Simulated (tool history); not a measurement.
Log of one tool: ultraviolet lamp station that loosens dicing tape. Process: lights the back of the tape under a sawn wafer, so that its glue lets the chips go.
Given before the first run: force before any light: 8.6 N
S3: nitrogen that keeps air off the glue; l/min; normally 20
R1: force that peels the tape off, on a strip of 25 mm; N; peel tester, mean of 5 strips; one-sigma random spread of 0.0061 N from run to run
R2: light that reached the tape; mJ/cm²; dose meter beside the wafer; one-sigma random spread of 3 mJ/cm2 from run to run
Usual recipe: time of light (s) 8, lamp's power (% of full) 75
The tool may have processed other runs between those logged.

{"run": 1, "hour": 0.0, "time of light (s)": 8, "lamp's power (% of full)": 75, "S3": 20, "R1": 0.178, "R2": 444}
{"run": 2, "hour": 11.1, "time of light (s)": 8, "lamp's power (% of full)": 75, "S3": 13, "R1": 0.229, "R2": 446}
{"run": 3, "hour": 27.0, "time of light (s)": 8, "lamp's power (% of full)": 91, "S3": 20, "R1": 0.108, "R2": 539}
{"run": 4, "hour": 39.4, "time of light (s)": 8, "lamp's power (% of full)": 88, "S3": 20, "R1": 0.129, "R2": 521}
{"run": 5, "hour": 53.4, "time of light (s)": 8, "lamp's power (% of full)": 88, "S3": 20, "R1": 0.12, "R2": 525}
{"run": 6, "hour": 66.4, "time of light (s)": 8, "lamp's power (% of full)": 88, "S3": 20, "R1": 0.133, "R2": 523}
{"run": 7, "hour": 81.0, "time of light (s)": 8, "lamp's power (% of full)": 88, "S3": 20, "R1": 0.121, "R2": 520}
{"run": 8, "hour": 88.9, "time of light (s)": 8, "lamp's power (% of full)": 88, "S3": 20, "R1": 0.128, "R2": 525}
{"run": 9, "hour": 96.9, "time of light (s)": 8, "lamp's power (% of full)": 88, "S3": 20, "R1": 0.121, "R2": 521}
{"run": 10, "hour": 112.0, "time of light (s)": 8, "lamp's power (% of full)": 75, "S3": 18, "R1": 0.183, "R2": 444}
{"hour": 115.3, "done": "window cleaned of glue's vapour"}
{"run": 11, "hour": 125.3, "time of light (s)": 8, "lamp's power (% of full)": 75, "S3": 23, "R1": 0.158, "R2": 442}
{"run": 12, "hour": 137.8, "time of light (s)": 6, "lamp's power (% of full)": 75, "S3": 23, "R1": 0.357, "R2": 331}
{"run": 13, "hour": 147.8, "time of light (s)": 6, "lamp's power (% of full)": 75, "S3": 23, "R1": 0.345, "R2": 339}
{"run": 14, "hour": 159.8, "time of light (s)": 6, "lamp's power (% of full)": 75, "S3": 23, "R1": 0.354, "R2": 339}
{"run": 15, "hour": 169.7, "time of light (s)": 6, "lamp's power (% of full)": 75, "S3": 23, "R1": 0.365, "R2": 334}
{"run": 16, "hour": 185.1, "time of light (s)": 6, "lamp's power (% of full)": 75, "S3": 23, "R1": 0.358, "R2": 337}

What does the tool deliver on the next run?
{"run": 17, "hour": 196.2, "time of light (s)": 4, "lamp's power (% of full)": 69, "S3": 15, "R1": "?", "R2": "?"}

{"run 17": {"R1": 1.352, "R2": 205}}
With the hidden condition absent and the run-to-run variation left alone, this run would have shown R1 1.349 N, R2 205 mJ/cm².

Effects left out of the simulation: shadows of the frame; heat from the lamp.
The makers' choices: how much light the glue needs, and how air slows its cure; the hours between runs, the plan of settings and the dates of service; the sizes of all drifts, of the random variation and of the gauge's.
